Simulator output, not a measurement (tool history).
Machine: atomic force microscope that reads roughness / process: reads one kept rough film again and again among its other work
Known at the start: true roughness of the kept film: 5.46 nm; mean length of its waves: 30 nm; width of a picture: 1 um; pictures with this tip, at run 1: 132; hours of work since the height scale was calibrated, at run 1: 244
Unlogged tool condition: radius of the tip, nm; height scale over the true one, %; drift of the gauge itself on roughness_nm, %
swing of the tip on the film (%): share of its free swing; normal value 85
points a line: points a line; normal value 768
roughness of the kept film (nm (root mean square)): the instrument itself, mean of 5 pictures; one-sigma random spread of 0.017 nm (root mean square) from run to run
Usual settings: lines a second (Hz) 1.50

| run | hour | lines a second (Hz) | swing of the tip on the film (%) | points a line | pictures with this tip | hours of work since the height scale was calibrated | roughness of the kept film (nm (root mean square)) |
|---|---|---|---|---|---|---|---|
| 1 | 0.0 | 1.50 | 85 | 768 | 132 | 244 | 3.800 |
|  | 18.4 | new tip fitted |
| 2 | 39.2 | 1.50 | 85 | 768 | 55 | 273 | 3.950 |
| 3 | 78.8 | 1.50 | 85 | 385 | 159 | 304 | 3.586 |
|  | 83.5 | new tip fitted |
| 4 | 120.7 | 1.50 | 85 | 385 | 98 | 336 | 3.802 |
|  | 147.8 | new tip fitted |
| 5 | 159.6 | 1.50 | 85 | 385 | 31 | 365 | 3.966 |
| 6 | 209.5 | 1.50 | 80 | 768 | 162 | 403 | 3.769 |
|  | 214.8 | new tip fitted |
| 7 | 246.4 | 1.50 | 80 | 768 | 83 | 431 | 4.005 |
|  | 279.9 | new tip fitted |
| 8 | 279.9 | 1.50 | 80 | 768 | 0 | 456 | 4.228 |
| 9 | 333.7 | 1.50 | 80 | 768 | 142 | 498 | 3.815 |
|  | 346.8 | new tip fitted |
| 10 | 366.4 | 1.65 | 85 | 768 | 51 | 522 | 3.915 |
| 11 | 404.1 | 1.65 | 88 | 768 | 150 | 551 | 3.575 |
|  | 412.0 | new tip fitted |
| 12 | 454.9 | 1.65 | 88 | 768 | 113 | 590 | 3.641 |
|  | 476.9 | new tip fitted |
| 13 | 484.4 | 1.65 | 88 | 768 | 20 | 612 | 3.859 |
| 14 | 512.2 | 1.50 | 85 | 428 | 93 | 633 | 3.806 |
|  | 543.2 | new tip fitted |
| 15 | 545.3 | 1.50 | 85 | 768 | 6 | 658 | 4.105 |
|  | 549.9 | height scale calibrated on a step standard |
| 16 | 585.6 | 1.50 | 85 | 768 | 109 | 27 | 3.784 |
|  | 610.4 | new tip fitted |
| 17 | 617.2 | 1.50 | 73 | 768 | 18 | 51 | 4.268 |
|  | 653.6 | height scale calibrated on a step standard, once more |
| 18 | 673.0 | 1.50 | 73 | 768 | 162 | 15 | 3.888 |
|  | 677.1 | new tip fitted |
| 19 | 715.9 | 1.50 | 73 | 768 | 102 | 47 | 4.076 |
|  | 744.7 | new tip fitted |
| 20 | 765.4 | 1.50 | 73 | 768 | 54 | 85 | 4.236 |
|  | 811.0 | new tip fitted |
| 21 | 820.5 | 1.50 | 73 | 768 | 26 | 127 | 4.322 |
|  | 874.6 | new tip fitted |
| 22 | 874.6 | 1.50 | 75 | 768 | 0 | 168 | 4.364 |
| 23 | 900.9 | 1.50 | 75 | 649 | 70 | 188 | 4.119 |
| 24 | 925.4 | 1.50 | 62 | 768 | 134 | 207 | 4.173 |
|  | 940.6 | new tip fitted |
| 25 | 974.7 | 1.50 | 85 | 361 | 89 | 244 | 3.880 |
|  | 1005.3 | new tip fitted |
| 26 | 1013.0 | 1.50 | 85 | 361 | 21 | 273 | 4.017 |
| 27 | 1048.2 | 1.50 | 63 | 670 | 113 | 300 | 4.163 |
|  | 1071.2 | new tip fitted |
| 28 | 1104.3 | 1.50 | 63 | 670 | 87 | 343 | 4.304 |
|  | 1134.9 | new tip fitted |
| 29 | 1158.5 | 1.50 | 63 | 324 | 62 | 384 | 4.340 |
| 30 | 1183.1 | 1.50 | 63 | 324 | 126 | 403 | 4.175 |
|  | 1200.7 | new tip fitted |
| 31 | 1242.2 | 1.50 | 73 | 324 | 109 | 448 | 4.033 |
|  | 1267.3 | new tip fitted |
| 32 | 1298.9 | 2.72 | 72 | 504 | 83 | 491 | 3.889 |
|  | 1332.4 | new tip fitted |
| 33 | 1335.3 | 2.72 | 72 | 504 | 7 | 519 | 4.149 |
| 34 | 1360.1 | 2.72 | 72 | 504 | 72 | 538 | 3.950 |
|  | 1398.7 | new tip fitted |
| 35 | 1407.8 | 1.20 | 72 | 337 | 24 | 574 | 4.343 |
| 36 | 1455.5 | 1.20 | 89 | 260 | 149 | 610 | 3.626 |
|  | 1465.1 | new tip fitted |
| 37 | 1482.9 | 2.10 | 58 | 753 | 47 | 631 | 4.423 |
|  | 1528.9 | new tip fitted |
| 38 | 1528.9 | 0.95 | 56 | 483 | 0 | 666 | 4.717 |
| 39 | 1570.6 | 0.81 | 62 | 576 | 110 | 698 | 4.335 |
|  | 1594.6 | new tip fitted |
| 40 | 1626.2 | 0.81 | 62 | 576 | 83 | 740 | 4.429 |
|  | 1659.3 | new tip fitted |
| 41 | 1677.4 | 1.69 | 64 | 339 | 47 | 779 | 4.335 |
| 42 | 1706.1 | 1.69 | 64 | 339 | 122 | 801 | 4.118 |
|  | 1725.6 | new tip fitted |
| 43 | 1752.4 | 2.02 | 85 | 668 | 70 | 836 | 3.682 |
|  | 1791.7 | new tip fitted |
| 44 | 1792.3 | 2.02 | 89 | 786 | 2 | 866 | 3.739 |
| 45 | 1841.6 | 1.50 | 67 | 1003 | 131 | 904 | 4.106 |
|  | 1856.2 | new tip fitted |
| 46 | 1898.2 | 1.50 | 67 | 1003 | 111 | 947 | 4.180 |
|  | 1922.2 | new tip fitted |
| 47 | 1929.8 | 3.41 | 56 | 768 | 20 | 971 | 4.406 |
| 48 | 1980.7 | 2.12 | 85 | 785 | 154 | 1010 | 3.412 |
|  | 1985.9 | new tip fitted |
| 49 | 2018.4 | 3.38 | 64 | 902 | 85 | 1039 | 3.966 |

Take each entry between the runs: how does the hidden state at the last listed run before it differ from the hidden state at the first listed run after it?
After run 1, before run 2: new tip fitted (hour 18.4)
  radius of the tip, nm: 9.4 -> 7.5; height scale over the true one, %: -0.2 -> -0.24
  what was measured, less what the result would be without the hidden state, roughness of the kept film (nm (root mean square)): -0.362 -> -0.221
After run 3, before run 4: new tip fitted (hour 83.5)
  radius of the tip, nm: 11.5 -> 8.7; height scale over the true one, %: -0.27 -> -0.3
  what was measured, less what the result would be without the hidden state, roughness of the kept film (nm (root mean square)): -0.509 -> -0.317
After run 4, before run 5: new tip fitted (hour 147.8)
  radius of the tip, nm: 8.7 -> 6.6; height scale over the true one, %: -0.3 -> -0.34
  what was measured, less what the result would be without the hidden state, roughness of the kept film (nm (root mean square)): -0.317 -> -0.148
After run 6, before run 7: new tip fitted (hour 214.8)
  radius of the tip, nm: 11.3 -> 8.2; height scale over the true one, %: -0.38 -> -0.42
  what was measured, less what the result would be without the hidden state, roughness of the kept film (nm (root mean square)): -0.527 -> -0.295
After run 7, before run 8: new tip fitted (hour 279.9)
  radius of the tip, nm: 8.2 -> 5.2; height scale over the true one, %: -0.42 -> -0.45
  what was measured, less what the result would be without the hidden state, roughness of the kept film (nm (root mean square)): -0.295 -> -0.036
After run 9, before run 10: new tip fitted (hour 346.8)
  radius of the tip, nm: 10.6 -> 6.7; height scale over the true one, %: -0.49 -> -0.52
  what was measured, less what the result would be without the hidden state, roughness of the kept film (nm (root mean square)): -0.482 -> -0.168
After run 11, before run 12: new tip fitted (hour 412.0)
  radius of the tip, nm: 10.1 -> 9.4; height scale over the true one, %: -0.55 -> -0.6
  what was measured, less what the result would be without the hidden state, roughness of the kept film (nm (root mean square)): -0.414 -> -0.366
After run 12, before run 13: new tip fitted (hour 476.9)
  radius of the tip, nm: 9.4 -> 6.3; height scale over the true one, %: -0.6 -> -0.63
  what was measured, less what the result would be without the hidden state, roughness of the kept film (nm (root mean square)): -0.366 -> -0.134
After run 14, before run 15: new tip fitted (hour 543.2)
  radius of the tip, nm: 8.9 -> 5.5; height scale over the true one, %: -0.65 -> -0.68
  what was measured, less what the result would be without the hidden state, roughness of the kept film (nm (root mean square)): -0.346 -> -0.073
After run 15, before run 16: height scale calibrated on a step standard (hour 549.9)
  radius of the tip, nm: 5.5 -> 9.3; height scale over the true one, %: -0.68 -> -0.9
  what was measured, less what the result would be without the hidden state, roughness of the kept film (nm (root mean square)): -0.073 -> -0.382
After run 16, before run 17: new tip fitted (hour 610.4)
  radius of the tip, nm: 9.3 -> 6.4; height scale over the true one, %: -0.9 -> -0.93
  what was measured, less what the result would be without the hidden state, roughness of the kept film (nm (root mean square)): -0.382 -> -0.173
After run 17, before run 18: height scale calibrated on a step standard, once more (hour 653.6)
  radius of the tip, nm: 6.4 -> 11.6; height scale over the true one, %: -0.93 -> 0.08
  what was measured, less what the result would be without the hidden state, roughness of the kept film (nm (root mean square)): -0.173 -> -0.547
After run 18, before run 19: new tip fitted (hour 677.1)
  radius of the tip, nm: 11.6 -> 9.2; height scale over the true one, %: 0.08 -> 0.04
  what was measured, less what the result would be without the hidden state, roughness of the kept film (nm (root mean square)): -0.547 -> -0.362
After run 19, before run 20: new tip fitted (hour 744.7)
  radius of the tip, nm: 9.2 -> 7.4; height scale over the true one, %: 0.04 -> 0
  what was measured, less what the result would be without the hidden state, roughness of the kept film (nm (root mean square)): -0.362 -> -0.220
After run 20, before run 21: new tip fitted (hour 811.0)
  radius of the tip, nm: 7.4 -> 6.4; height scale over the true one, %: 0 -> -0.05
  what was measured, less what the result would be without the hidden state, roughness of the kept film (nm (root mean square)): -0.220 -> -0.128
After run 21, before run 22: new tip fitted (hour 874.6)
  radius of the tip, nm: 6.4 -> 5.5; height scale over the true one, %: -0.05 -> -0.1
  what was measured, less what the result would be without the hidden state, roughness of the kept film (nm (root mean square)): -0.128 -> -0.050
After run 24, before run 25: new tip fitted (hour 940.6)
  radius of the tip, nm: 10.4 -> 8; height scale over the true one, %: -0.15 -> -0.2
  what was measured, less what the result would be without the hidden state, roughness of the kept film (nm (root mean square)): -0.492 -> -0.257
After run 25, before run 26: new tip fitted (hour 1005.3)
  radius of the tip, nm: 8 -> 6.2; height scale over the true one, %: -0.2 -> -0.23
  what was measured, less what the result would be without the hidden state, roughness of the kept film (nm (root mean square)): -0.257 -> -0.114
After run 27, before run 28: new tip fitted (hour 1071.2)
  radius of the tip, nm: 9.8 -> 8.3; height scale over the true one, %: -0.26 -> -0.31
  what was measured, less what the result would be without the hidden state, roughness of the kept film (nm (root mean square)): -0.443 -> -0.314
After run 28, before run 29: new tip fitted (hour 1134.9)
  radius of the tip, nm: 8.3 -> 7.4; height scale over the true one, %: -0.31 -> -0.36
  what was measured, less what the result would be without the hidden state, roughness of the kept film (nm (root mean square)): -0.314 -> -0.240
After run 30, before run 31: new tip fitted (hour 1200.7)
  radius of the tip, nm: 9.5 -> 9.1; height scale over the true one, %: -0.38 -> -0.43
  what was measured, less what the result would be without the hidden state, roughness of the kept film (nm (root mean square)): -0.422 -> -0.377
After run 31, before run 32: new tip fitted (hour 1267.3)
  radius of the tip, nm: 9.1 -> 8.6; height scale over the true one, %: -0.43 -> -0.48
  what was measured, less what the result would be without the hidden state, roughness of the kept film (nm (root mean square)): -0.377 -> -0.319
After run 32, before run 33: new tip fitted (hour 1332.4)
  radius of the tip, nm: 8.6 -> 5.3; height scale over the true one, %: -0.48 -> -0.51
  what was measured, less what the result would be without the hidden state, roughness of the kept film (nm (root mean square)): -0.319 -> -0.046
After run 34, before run 35: new tip fitted (hour 1398.7)
  radius of the tip, nm: 7.5 -> 6.1; height scale over the true one, %: -0.53 -> -0.58
  what was measured, less what the result would be without the hidden state, roughness of the kept film (nm (root mean square)): -0.238 -> -0.132
After run 36, before run 37: new tip fitted (hour 1465.1)
  radius of the tip, nm: 10.7 -> 6.8; height scale over the true one, %: -0.62 -> -0.64
  what was measured, less what the result would be without the hidden state, roughness of the kept film (nm (root mean square)): -0.466 -> -0.200
After run 37, before run 38: new tip fitted (hour 1528.9)
  radius of the tip, nm: 6.8 -> 5.1; height scale over the true one, %: -0.64 -> -0.68
  what was measured, less what the result would be without the hidden state, roughness of the kept film (nm (root mean square)): -0.200 -> -0.041
After run 39, before run 40: new tip fitted (hour 1594.6)
  radius of the tip, nm: 8.8 -> 8.1; height scale over the true one, %: -0.72 -> -0.77
  what was measured, less what the result would be without the hidden state, roughness of the kept film (nm (root mean square)): -0.387 -> -0.330
After run 40, before run 41: new tip fitted (hour 1659.3)
  radius of the tip, nm: 8.1 -> 7.1; height scale over the true one, %: -0.77 -> -0.81
  what was measured, less what the result would be without the hidden state, roughness of the kept film (nm (root mean square)): -0.330 -> -0.236
After run 42, before run 43: new tip fitted (hour 1725.6)
  radius of the tip, nm: 9.7 -> 8; height scale over the true one, %: -0.84 -> -0.88
  what was measured, less what the result would be without the hidden state, roughness of the kept film (nm (root mean square)): -0.449 -> -0.271
After run 43, before run 44: new tip fitted (hour 1791.7)
  radius of the tip, nm: 8 -> 5.3; height scale over the true one, %: -0.88 -> -0.92
  what was measured, less what the result would be without the hidden state, roughness of the kept film (nm (root mean square)): -0.271 -> -0.060
After run 45, before run 46: new tip fitted (hour 1856.2)
  radius of the tip, nm: 9.9 -> 9.2; height scale over the true one, %: -0.97 -> -1.02
  what was measured, less what the result would be without the hidden state, roughness of the kept film (nm (root mean square)): -0.478 -> -0.426
After run 46, before run 47: new tip fitted (hour 1922.2)
  radius of the tip, nm: 9.2 -> 5.9; height scale over the true one, %: -1.02 -> -1.04
  what was measured, less what the result would be without the hidden state, roughness of the kept film (nm (root mean square)): -0.426 -> -0.129
After run 48, before run 49: new tip fitted (hour 1985.9)
  radius of the tip, nm: 10.9 -> 8.5; height scale over the true one, %: -1.09 -> -1.13
  what was measured, less what the result would be without the hidden state, roughness of the kept film (nm (root mean square)): -0.478 -> -0.346
